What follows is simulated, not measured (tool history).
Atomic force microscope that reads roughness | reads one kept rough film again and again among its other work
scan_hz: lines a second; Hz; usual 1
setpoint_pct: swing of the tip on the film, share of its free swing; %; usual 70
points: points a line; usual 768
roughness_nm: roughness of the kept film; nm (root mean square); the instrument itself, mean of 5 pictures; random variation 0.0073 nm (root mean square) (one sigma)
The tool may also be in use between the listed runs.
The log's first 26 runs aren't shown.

run	hour	scan_hz	setpoint_pct	points	pictures with this tip	hours of work since the height scale was calibrated	roughness_nm
27	622.5	1	70	354	112	77	1.466
28	636.9	3.88	56	451	134	87	1.415
29	662.5	3.88	56	451	173	107	1.394
# hour 679.1: new tip fitted
# hour 686.1: height scale calibrated on a step standard, once more
30	693	3.43	66	768	20	5	1.378
31	709.2	1	70	341	44	18	1.492
32	726.8	1.3	55	341	71	31	1.515
33	753	1	76	587	110	51	1.435
34	776.1	0.87	76	587	145	69	1.435
35	795.6	0.78	76	587	175	84	1.424
# hour 811.4: new tip fitted
36	811.4	1.67	76	631	0	95	1.418
37	828.7	1.46	90	940	26	109	1.294
38	857.4	0.55	62	555	70	131	1.543
39	890	0.55	85	307	119	156	1.434
40	918.1	2.36	64	288	161	177	1.38
41	939.8	1.41	81	370	194	194	1.304
# hour 943.3: new tip fitted
42	957.4	1.41	81	370	21	207	1.375
43	978.1	1	84	818	53	222	1.396
44	991.6	1	84	818	73	233	1.413
45	1005.4	3.66	75	313	94	243	1.19
46	1036.1	3.66	75	313	140	267	1.166
47	1064.5	2.51	78	840	183	289	1.215
# hour 1073.4: new tip fitted
48	1089.3	0.77	69	840	24	307	1.547
49	1120.4	0.77	69	840	71	331	1.5
50	1136.9	1.48	61	807	96	344	1.489
51	1167	1.48	77	268	142	367	1.346

3 ways to go on from here, each from the tool as it stands after run 51. What would each give?
A	1186.9	0.66	70	311	172	382	?
B	1186.9	0.65	88	580	172	382	?
C	1186.9	1.35	69	576	172	382	?

run	roughness_nm
A	1.461
B	1.387
C	1.411
Without the tool's hidden state the same runs would have given:
run	roughness_nm
A	1.546
B	1.469
C	1.494

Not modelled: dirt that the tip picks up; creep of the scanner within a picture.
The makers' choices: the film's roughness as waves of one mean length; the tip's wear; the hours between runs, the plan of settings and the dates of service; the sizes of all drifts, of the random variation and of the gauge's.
